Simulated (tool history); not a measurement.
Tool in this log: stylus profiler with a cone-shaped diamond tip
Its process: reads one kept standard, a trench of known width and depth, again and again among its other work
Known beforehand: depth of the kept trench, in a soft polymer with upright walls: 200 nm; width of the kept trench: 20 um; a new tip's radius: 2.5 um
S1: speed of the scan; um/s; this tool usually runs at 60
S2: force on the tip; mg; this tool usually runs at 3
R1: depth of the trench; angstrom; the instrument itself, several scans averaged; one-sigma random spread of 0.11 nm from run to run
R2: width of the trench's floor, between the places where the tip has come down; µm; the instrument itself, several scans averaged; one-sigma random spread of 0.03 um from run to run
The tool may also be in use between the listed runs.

| run | hour | S1 | S2 | R1 | R2 |
|---|---|---|---|---|---|
| 1 | 0 | 60 | 3 | 2013.7 | 16.88 |
| 2 | 83.3 | 60 | 3 | 2015.2 | 16.86 |
| 3 | 166.1 | 60 | 3 | 2016.1 | 16.8 |
| 4 | 263.2 | 60 | 3 | 2014.8 | 16.78 |
| 5 | 324.8 | 60 | 3 | 2014 | 16.75 |
| 6 | 410.1 | 60 | 3 | 2014.3 | 16.77 |
| 7 | 471.1 | 60 | 3 | 2013.9 | 16.69 |
| 8 | 533.5 | 60 | 3 | 2014.2 | 16.62 |
| 9 | 609.7 | 136 | 3 | 2012.4 | 16.24 |
|  | 715.9 | new tip fitted, height scale calibrated |
| 10 | 730.6 | 60 | 3 | 2024 | 17.8 |
| 11 | 802.4 | 60 | 3 | 2023.6 | 17.74 |
| 12 | 892.7 | 60 | 3 | 2022.3 | 17.65 |
| 13 | 962.6 | 60 | 3 | 2022 | 17.56 |
| 14 | 1097.1 | 60 | 3 | 2020.2 | 17.5 |
| 15 | 1217.2 | 60 | 7.66 | 2039.1 | 17.48 |
| 16 | 1284.3 | 60 | 7.66 | 2037.3 | 17.43 |
|  | 1293.4 | height scale calibrated on a step standard |
| 17 | 1403.9 | 60 | 7.66 | 2036.9 | 17.36 |
|  | 1488.1 | height scale calibrated on a step standard, once more |
| 18 | 1508 | 60 | 7.66 | 2040.1 | 17.23 |
| 19 | 1641.7 | 60 | 7.66 | 2040.6 | 17.2 |
| 20 | 1767.1 | 60 | 7.66 | 2040.4 | 17.13 |
| 21 | 1848.7 | 60 | 1.4 | 2012.3 | 16.88 |
| 22 | 1905.9 | 17 | 3 | 2020.4 | 17.12 |
| 23 | 1968.6 | 17 | 3 | 2019 | 17.1 |
| 24 | 2028.1 | 17 | 3 | 2018.7 | 17.08 |
| 25 | 2132.7 | 82 | 5.82 | 2031.7 | 16.85 |
| 26 | 2230.8 | 82 | 5.82 | 2030.3 | 16.78 |
| 27 | 2298.6 | 82 | 3.27 | 2018.2 | 16.67 |
| 28 | 2393 | 82 | 3.27 | 2018.5 | 16.62 |
| 29 | 2467 | 82 | 3.27 | 2017.4 | 16.62 |
| 30 | 2561.5 | 189 | 3.89 | 2017.5 | 16.18 |
|  | 2605.8 | new tip fitted, height scale calibrated |
| 31 | 2660.4 | 167 | 6.13 | 2036.3 | 17.51 |
| 32 | 2793.2 | 60 | 1.84 | 2014.8 | 17.55 |
| 33 | 2914.7 | 33 | 2.3 | 2016.6 | 17.66 |
| 34 | 2973.5 | 60 | 8.74 | 2043.8 | 17.56 |
| 35 | 3052 | 142 | 5.16 | 2030.4 | 17.16 |
| 36 | 3175.2 | 142 | 5.16 | 2029.6 | 17.19 |
| 37 | 3273.5 | 172 | 1.06 | 2007.4 | 16.35 |
| 38 | 3402.8 | 59 | 1.48 | 2011.2 | 17.13 |
| 39 | 3466.5 | 59 | 1.48 | 2010.2 | 17.03 |
| 40 | 3566.2 | 32 | 1.14 | 2006.5 | 17.08 |
| 41 | 3639.1 | 36 | 1.55 | 2008.3 | 17.13 |
| 42 | 3720.7 | 74 | 7.8 | 2036.4 | 17.13 |
| 43 | 3826.8 | 48 | 1.61 | 2009.9 | 16.98 |
| 44 | 3881.9 | 102 | 7.38 | 2035.1 | 16.91 |
| 45 | 4006.2 | 201 | 6.93 | 2034.9 | 16.56 |

Below are 4 alternative next runs, each starting from the tool's condition after run 45. Predict each:
| A | 4114.4 | 116 | 4.58 | ? | ? |
| B | 4114.4 | 52 | 1.1 | ? | ? |
| C | 4114.4 | 236 | 5.5 | ? | ? |
| D | 4114.4 | 20 | 4.44 | ? | ? |

| run | R1 | R2 |
|---|---|---|
| A | 2021.9 | 16.65 |
| B | 2002.9 | 16.6 |
| C | 2025.3 | 16.36 |
| D | 2019.8 | 16.95 |
Stripped of hidden state, with their random variation kept, the same runs would have yielded:
| run | R1 | R2 |
|---|---|---|
| A | 2029.5 | 17.66 |
| B | 2010.5 | 17.6 |
| C | 2032.9 | 17.36 |
| D | 2027.4 | 17.96 |
